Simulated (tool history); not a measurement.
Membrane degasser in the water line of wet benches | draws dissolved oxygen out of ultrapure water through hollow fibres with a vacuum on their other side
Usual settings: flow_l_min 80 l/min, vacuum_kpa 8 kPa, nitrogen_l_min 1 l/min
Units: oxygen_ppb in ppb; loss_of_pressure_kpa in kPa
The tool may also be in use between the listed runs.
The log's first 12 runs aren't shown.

| run | day | flow_l_min | vacuum_kpa | nitrogen_l_min | hours since the membrane was changed | hours since the vacuum gauge was calibrated | hours since the vacuum lines were made tight | oxygen_ppb | loss_of_pressure_kpa |
|---|---|---|---|---|---|---|---|---|---|
| 13 | 47.088 | 80 | 8 | 1 | 5040 | 5793 | 4444 | 894.8 | 38.37 |
| 14 | 51.379 | 80 | 8 | 1 | 5143 | 5896 | 4546 | 895.7 | 37.97 |
|  | 51.675 | vacuum gauge calibrated |
| 15 | 56.738 | 80 | 8 | 1 | 5271 | 122 | 4675 | 920.1 | 37.96 |
| 16 | 61.046 | 80 | 8 | 1 | 5375 | 225 | 4778 | 911 | 38.43 |
| 17 | 65.646 | 80 | 8 | 1 | 5485 | 335 | 4888 | 905.4 | 38.46 |
| 18 | 69.208 | 80 | 5.58 | 0.48 | 5571 | 421 | 4974 | 792.8 | 38.24 |
|  | 72.492 | vacuum gauge calibrated, once more |
| 19 | 73.562 | 80 | 8 | 1.68 | 5675 | 26 | 5078 | 698.3 | 38.51 |
| 20 | 78.512 | 100 | 17.9 | 1.44 | 5794 | 145 | 5197 | 1861 | 47.81 |
| 21 | 82.817 | 80 | 10.5 | 0.59 | 5897 | 248 | 5300 | 1439.6 | 38.47 |
| 22 | 86.283 | 70 | 10.5 | 1.56 | 5980 | 331 | 5383 | 815 | 33.55 |
| 23 | 91.708 | 80 | 7.04 | 0.74 | 6110 | 461 | 5513 | 868.7 | 38.5 |
| 24 | 96.767 | 80 | 7.04 | 0.74 | 6232 | 583 | 5635 | 888.6 | 38.61 |
| 25 | 101.567 | 92 | 7.04 | 0.74 | 6347 | 698 | 5750 | 1020.1 | 44.61 |
| 26 | 106.758 | 81 | 13.81 | 0.73 | 6471 | 822 | 5875 | 1760.3 | 39.13 |
| 27 | 110.571 | 83 | 8 | 1 | 6563 | 914 | 5966 | 922.9 | 40.33 |
| 28 | 113.55 | 77 | 8 | 0.48 | 6634 | 985 | 6038 | 1144.5 | 36.95 |
| 29 | 116.725 | 86 | 6.63 | 1.11 | 6711 | 1062 | 6114 | 777.6 | 41.79 |
| 30 | 120.408 | 61 | 8 | 1 | 6799 | 1150 | 6202 | 677.2 | 29.41 |
| 31 | 123.871 | 54 | 8 | 0.56 | 6882 | 1233 | 6285 | 800.1 | 26.23 |
| 32 | 128.883 | 89 | 17 | 0.85 | 7002 | 1353 | 6406 | 2127.7 | 43.33 |

3 ways to go on from here, each from the tool as it stands after run 32. What would each give?
| A | 131.638 | 49 | 17 | 0.61 | 7068 | 1419 | 6472 | ? | ? |
| B | 131.638 | 49 | 4.9 | 0.85 | 7068 | 1419 | 6472 | ? | ? |
| C | 131.638 | 109 | 6.23 | 0.81 | 7068 | 1419 | 6472 | ? | ? |

| run | oxygen_ppb | loss_of_pressure_kpa |
|---|---|---|
| A | 1648.7 | 23.98 |
| B | 288 | 23.81 |
| C | 1054.2 | 52.95 |
Without the tool's hidden state the same runs would have given:
| run | oxygen_ppb | loss_of_pressure_kpa |
|---|---|---|
| A | 1634.9 | 22.71 |
| B | 258.3 | 22.54 |
| C | 974.3 | 50.13 |
